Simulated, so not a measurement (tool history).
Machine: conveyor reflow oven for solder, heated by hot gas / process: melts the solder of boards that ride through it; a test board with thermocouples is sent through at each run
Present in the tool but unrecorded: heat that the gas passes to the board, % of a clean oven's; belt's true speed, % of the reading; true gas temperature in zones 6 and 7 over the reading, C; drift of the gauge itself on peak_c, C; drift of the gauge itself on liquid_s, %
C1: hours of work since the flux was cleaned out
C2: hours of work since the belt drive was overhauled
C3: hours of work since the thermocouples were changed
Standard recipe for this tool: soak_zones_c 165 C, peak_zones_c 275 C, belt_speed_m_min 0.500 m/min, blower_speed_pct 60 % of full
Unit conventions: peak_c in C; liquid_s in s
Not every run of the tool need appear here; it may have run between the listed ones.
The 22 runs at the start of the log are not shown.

At hour 331.6: flux residue cleaned out of gas plates and filters.
Run 23, hour 339.6: usual settings but peak_zones_c 269 C; C1 5; C2 700; C3 525. Result: peak_c 252.5 C, liquid_s 68.0 s.
Run 24, hour 356.5: usual settings but peak_zones_c 284 C, blower_speed_pct 81 % of full; C1 14; C2 710; C3 535. Result: peak_c 269.6 C, liquid_s 81.1 s.
Run 25, hour 377.4: usual settings but soak_zones_c 160 C, peak_zones_c 283 C, belt_speed_m_min 0.455 m/min; C1 26; C2 722; C3 547. Result: peak_c 267.0 C, liquid_s 85.4 s.
Run 26, hour 391.0: usual settings but soak_zones_c 160 C, peak_zones_c 283 C, belt_speed_m_min 0.455 m/min; C1 34; C2 730; C3 555. Result: peak_c 267.2 C, liquid_s 85.8 s.
Run 27, hour 402.6: usual settings but soak_zones_c 160 C, peak_zones_c 283 C, belt_speed_m_min 0.455 m/min; C1 41; C2 736; C3 561. Result: peak_c 266.4 C, liquid_s 85.7 s.
Run 28, hour 414.1: usual settings but soak_zones_c 160 C, peak_zones_c 283 C, belt_speed_m_min 0.455 m/min; C1 47; C2 743; C3 568. Result: peak_c 267.3 C, liquid_s 85.5 s.
Run 29, hour 425.8: usual settings but soak_zones_c 161 C, peak_zones_c 288 C, belt_speed_m_min 0.456 m/min, blower_speed_pct 65 % of full; C1 54; C2 750; C3 575. Result: peak_c 272.6 C, liquid_s 89.7 s.
Run 30, hour 446.8: usual settings but soak_zones_c 168 C, peak_zones_c 267 C, belt_speed_m_min 0.502 m/min, blower_speed_pct 83 % of full; C1 66; C2 762; C3 587. Result: peak_c 254.6 C, liquid_s 72.6 s.

Branching from run 30: 3 alternative next runs. What would each branch give?
Run A, hour 463.8: usual settings but belt_speed_m_min 0.429 m/min, blower_speed_pct 73 % of full; C1 76; C2 772; C3 596. Result: peak_c ?, liquid_s ?.
Run B, hour 463.8: usual settings but belt_speed_m_min 0.487 m/min; C1 76; C2 772; C3 596. Result: peak_c ?, liquid_s ?.
Run C, hour 463.8: usual settings but peak_zones_c 289 C; C1 76; C2 772; C3 596. Result: peak_c ?, liquid_s ?.

run  peak_c  liquid_s
  A   264.3      92.2
  B   258.4      75.3
  C   270.0      80.9
With no hidden state in the tool, these same runs would have given:
run  peak_c  liquid_s
  A   264.4      92.2
  B   258.4      75.4
  C   270.1      80.9

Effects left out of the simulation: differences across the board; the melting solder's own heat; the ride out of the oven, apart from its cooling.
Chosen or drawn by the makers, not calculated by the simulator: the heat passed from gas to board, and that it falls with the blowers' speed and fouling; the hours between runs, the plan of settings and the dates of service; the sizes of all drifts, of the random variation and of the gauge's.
